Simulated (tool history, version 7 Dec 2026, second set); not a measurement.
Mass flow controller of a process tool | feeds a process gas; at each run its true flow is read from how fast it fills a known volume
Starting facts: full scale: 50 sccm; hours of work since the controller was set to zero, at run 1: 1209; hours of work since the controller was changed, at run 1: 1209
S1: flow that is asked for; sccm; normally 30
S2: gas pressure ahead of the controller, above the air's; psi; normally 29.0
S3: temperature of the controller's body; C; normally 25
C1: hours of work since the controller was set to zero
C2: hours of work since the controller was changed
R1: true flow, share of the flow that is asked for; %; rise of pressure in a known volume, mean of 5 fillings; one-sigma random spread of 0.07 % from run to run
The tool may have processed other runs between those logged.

run	hour	S1	S2	S3	C1	C2	R1
1	0.0	30	29.0	25	1209	1209	98.04
2	133.7	30	29.0	25	1253	1253	98.06
3	267.0	33	29.0	25	1296	1296	97.96
4	448.5	30	29.0	25	1356	1356	97.90
5	603.4	30	29.0	36	1407	1407	96.67
6	684.8	30	29.0	36	1433	1433	96.62
7	855.3	30	29.0	36	1489	1489	96.47
8	935.5	30	29.0	36	1516	1516	96.42
9	1029.2	21	29.0	25	1546	1546	97.23
10	1108.0	21	29.0	25	1572	1572	97.27
11	1274.2	21	29.0	25	1627	1627	97.14
12	1361.5	21	29.0	25	1655	1655	97.14
13	1447.0	30	29.0	25	1684	1684	97.56
14	1540.4	29	29.0	25	1714	1714	97.47
15	1671.9	29	29.0	25	1757	1757	97.30
16	1839.7	30	29.0	25	1812	1812	97.42
17	1942.5	30	23.6	25	1846	1846	97.47
18	2041.8	30	23.6	25	1879	1879	97.46
19	2116.5	30	23.6	25	1903	1903	97.51
20	2241.1	30	23.6	25	1944	1944	97.31
21	2376.9	30	23.6	25	1989	1989	97.25
22	2510.7	30	23.6	25	2032	2032	97.22
23	2638.4	30	29.0	25	2074	2074	96.99
24	2730.5	30	29.0	25	2104	2104	97.07
25	2837.6	30	29.0	26	2140	2140	97.03
26	2940.0	30	29.0	26	2173	2173	96.95
27	3107.0	30	26.4	25	2228	2228	97.04
28	3261.4	30	26.4	25	2279	2279	96.86
29	3427.2	27	29.0	27	2333	2333	96.36
30	3500.3	27	29.0	27	2357	2357	96.23
31	3631.2	9	30.9	27	2400	2400	94.41
32	3776.2	9	30.9	27	2447	2447	94.21
33	3899.8	9	30.9	27	2488	2488	94.30
34	3972.5	36	29.0	21	2512	2512	97.23
35	4123.8	6	26.0	27	2562	2562	93.02
36	4210.6	6	26.0	27	2590	2590	92.74
37	4330.8	24	21.9	23	2629	2629	96.44
38	4510.6	12	27.6	24	2688	2688	94.87
39	4588.7	12	27.6	24	2714	2714	94.75
40	4685.0	5	32.9	25	2746	2746	91.88
41	4859.4	5	32.9	25	2803	2803	91.68
42	4955.1	9	22.0	34	2834	2834	92.98
43	5039.1	9	22.0	34	2862	2862	92.92
44	5157.6	29	34.7	25	2901	2901	95.85
45	5243.0	29	34.7	25	2929	2929	95.92
46	5411.3	9	34.7	25	2984	2984	93.27
47	5576.8	9	34.7	25	3038	3038	93.33

Some steps in R1, run to run, broken into two amounts with sign: the step expected even without the hidden condition (settings, incoming material, random variation), and the rest, left for the hidden condition together with whatever gauge scatter is not in both the measured and the hidden-condition-free result:
Hidden conditions of the tool in this case: flow at rest that the sensor doesn't see, % of full scale; true flow over the shown one, %; drift of the gauge itself on true_pct, %.
Run 33 -> 34: S1 9 -> 36, S2 30.9 -> 29.0, S3 27 -> 21. R1 +2.93 %: hidden state +1.62, all else +1.31.
Run 34 -> 35: S1 36 -> 6, S2 29.0 -> 26.0, S3 21 -> 27. R1 -4.21 %: hidden state -2.89, all else -1.32.
Run 36 -> 37: S1 6 -> 24, S2 26.0 -> 21.9, S3 27 -> 23. R1 +3.70 %: hidden state +2.53, all else +1.17.
Run 39 -> 40: S1 12 -> 5, S2 27.6 -> 32.9, S3 24 -> 25. R1 -2.87 %: hidden state -2.59, all else -0.28.
